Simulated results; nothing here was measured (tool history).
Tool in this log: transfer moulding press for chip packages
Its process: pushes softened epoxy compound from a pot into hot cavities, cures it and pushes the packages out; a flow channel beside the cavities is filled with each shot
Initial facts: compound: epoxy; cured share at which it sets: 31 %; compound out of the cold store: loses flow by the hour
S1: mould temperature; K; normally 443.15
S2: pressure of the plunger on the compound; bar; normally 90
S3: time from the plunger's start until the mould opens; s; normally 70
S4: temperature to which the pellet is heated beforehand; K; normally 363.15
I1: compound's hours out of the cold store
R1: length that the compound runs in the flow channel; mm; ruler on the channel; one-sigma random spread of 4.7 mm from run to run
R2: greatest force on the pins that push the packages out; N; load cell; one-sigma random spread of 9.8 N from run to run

run   hour      S1    S2  S3      S4    I1   R1    R2
  1      0  443.15    90  70  363.15  30.6  711   608
  2   24.7  449.15    90  70  363.15  45.1  645   605
  3   36.7  449.15    90  70  363.15  21.3  705   617
      40.9  -- cavities cleaned with cleaning compound and waxed
  4   63.1  443.15  94.2  70  363.15  14.6  761   666
  5   85.7  443.15  94.2  70  363.15  39.9  699   721
     108.2  -- cavities cleaned with cleaning compound and waxed
  6  111.6  443.15  94.2  70  363.15  33.5  710   478
  7  131.3  443.15    90  70  363.15  11.3  757   667
  8    154  449.15    90  70  363.15  18.3  713   617
  9  171.7  449.15    90  70  363.15  36.5  661   618
     174.5  -- cavities cleaned with cleaning compound and waxed
     195.4  -- plunger's sealing rings changed
 10  201.6  449.15    90  70  363.15  43.4  683   511
 11  227.8  449.15    90  70  363.15  18.5  749   584
     243.5  -- cavities cleaned with cleaning compound and waxed
 12  243.6  441.15    90  70  363.15  42.7  700   530
 13  256.6  441.15    90  70  363.15  35.6  719   645
 14  277.4  443.15    90  84  363.15  13.4  769   552
 15  302.4  443.15  97.2  81  363.15  36.9  724   632
     309.9  -- cavities cleaned with cleaning compound and waxed
 16  330.4  443.15  97.2  81  363.15    38  721   517
 17  346.8  443.15  91.2  50  367.15  47.5  674  1527
 18  363.2  443.15  91.2  50  367.15  11.7  792  1868
     376.7  -- cavities cleaned with cleaning compound and waxed
 19  388.6  443.15  91.2  50  367.15  35.5  701  1269
 20  408.6  443.15  91.2  50  371.15  24.8  733  1532
 21  433.2  444.15  71.8  50  363.15  24.6  636  1711
     443.3  -- cavities cleaned with cleaning compound and waxed
 22  448.6  444.15  71.8  50  363.15  33.6  623  1120
 23  463.6  443.15  71.8  55  363.15  22.1  647  1203
 24  483.1  443.15  71.8  67  363.15  23.3  649   785
 25  502.6  437.15  71.8  74  362.15  11.5  689  1103
       509  -- cavities cleaned with cleaning compound and waxed
     516.5  -- mould's thermocouples calibrated
 26  518.3  438.15    90  96  363.15  42.2  688   427
 27  534.7  438.15    90  96  363.15  16.6  753   534

Below are 5 alternative next runs, each starting from the tool's condition after run 27. Predict each:
  A  550.1  440.15     90  70  366.15  43.3   ?   ?
  B  550.1  451.15   85.5  88  363.15  13.6   ?   ?
  C  550.1  443.15  101.1  92  363.15  46.7   ?   ?
  D  550.1  438.15   74.5  72  372.15  21.5   ?   ?
  E  550.1  443.15   91.2  75  359.15  27.6   ?   ?

run   R1   R2
  A  660  811
  B  701  533
  C  693  532
  D  658  884
  E  707  638
The same runs, with their run-to-run variation unchanged, on a tool lacking any hidden condition would have given:
run   R1   R2
  A  692  532
  B  735  347
  C  727  347
  D  690  579
  E  741  419
